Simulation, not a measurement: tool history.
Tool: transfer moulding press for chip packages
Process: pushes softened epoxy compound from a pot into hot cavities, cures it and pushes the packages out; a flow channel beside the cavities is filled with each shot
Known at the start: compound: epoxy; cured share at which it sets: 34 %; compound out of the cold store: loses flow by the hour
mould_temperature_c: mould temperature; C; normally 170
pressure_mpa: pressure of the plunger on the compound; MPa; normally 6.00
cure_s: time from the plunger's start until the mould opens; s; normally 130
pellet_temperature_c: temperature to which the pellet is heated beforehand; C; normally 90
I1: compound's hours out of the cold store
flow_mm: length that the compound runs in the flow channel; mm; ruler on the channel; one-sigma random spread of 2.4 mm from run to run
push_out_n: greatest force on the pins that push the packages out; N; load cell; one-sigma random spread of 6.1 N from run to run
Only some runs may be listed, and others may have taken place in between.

run 1 hour=0.0 | mould_temperature_c=170 pressure_mpa=6.00 cure_s=130 pellet_temperature_c=90 | I1=44.6 | flow_mm=666 push_out_n=316
-- hour=22.8 cavities cleaned with cleaning compound and waxed
run 2 hour=67.3 | mould_temperature_c=170 pressure_mpa=6.00 cure_s=130 pellet_temperature_c=90 | I1=17.3 | flow_mm=738 push_out_n=346
-- hour=80.1 cavities cleaned with cleaning compound and waxed
-- hour=103.1 mould's thermocouples calibrated
run 3 hour=132.6 | mould_temperature_c=170 pressure_mpa=6.00 cure_s=130 pellet_temperature_c=90 | I1=44.8 | flow_mm=655 push_out_n=328
-- hour=141.0 cavities cleaned with cleaning compound and waxed
-- hour=197.5 cavities cleaned with cleaning compound and waxed
run 4 hour=204.0 | mould_temperature_c=170 pressure_mpa=6.00 cure_s=130 pellet_temperature_c=90 | I1=13.6 | flow_mm=742 push_out_n=255
-- hour=244.3 plunger's sealing rings changed
-- hour=257.7 cavities cleaned with cleaning compound and waxed
run 5 hour=258.3 | mould_temperature_c=170 pressure_mpa=6.00 cure_s=130 pellet_temperature_c=90 | I1=9.4 | flow_mm=784 push_out_n=230
-- hour=318.1 cavities cleaned with cleaning compound and waxed
run 6 hour=328.7 | mould_temperature_c=169 pressure_mpa=6.00 cure_s=130 pellet_temperature_c=90 | I1=20.3 | flow_mm=748 push_out_n=274
-- hour=375.1 cavities cleaned with cleaning compound and waxed
run 7 hour=390.3 | mould_temperature_c=169 pressure_mpa=6.00 cure_s=130 pellet_temperature_c=90 | I1=14.9 | flow_mm=761 push_out_n=284
-- hour=435.8 cavities cleaned with cleaning compound and waxed
run 8 hour=435.9 | mould_temperature_c=173 pressure_mpa=6.00 cure_s=130 pellet_temperature_c=90 | I1=39.8 | flow_mm=673 push_out_n=228
-- hour=494.9 cavities cleaned with cleaning compound and waxed
run 9 hour=510.6 | mould_temperature_c=170 pressure_mpa=6.00 cure_s=122 pellet_temperature_c=90 | I1=33.6 | flow_mm=689 push_out_n=295
-- hour=552.1 cavities cleaned with cleaning compound and waxed
run 10 hour=564.6 | mould_temperature_c=170 pressure_mpa=6.00 cure_s=130 pellet_temperature_c=90 | I1=34.0 | flow_mm=683 push_out_n=268
-- hour=611.6 cavities cleaned with cleaning compound and waxed
run 11 hour=614.2 | mould_temperature_c=170 pressure_mpa=6.00 cure_s=130 pellet_temperature_c=90 | I1=13.8 | flow_mm=741 push_out_n=240

What will run 12 give?
run 12 hour=651.6 | mould_temperature_c=174 pressure_mpa=7.24 cure_s=130 pellet_temperature_c=86 | I1=44.4 | flow_mm=? push_out_n=?

flow_mm: 701 mm
push_out_n: 306 N
The same run, on a tool lacking any hidden state, would have yielded flow_mm 736 mm, push_out_n 218 N.
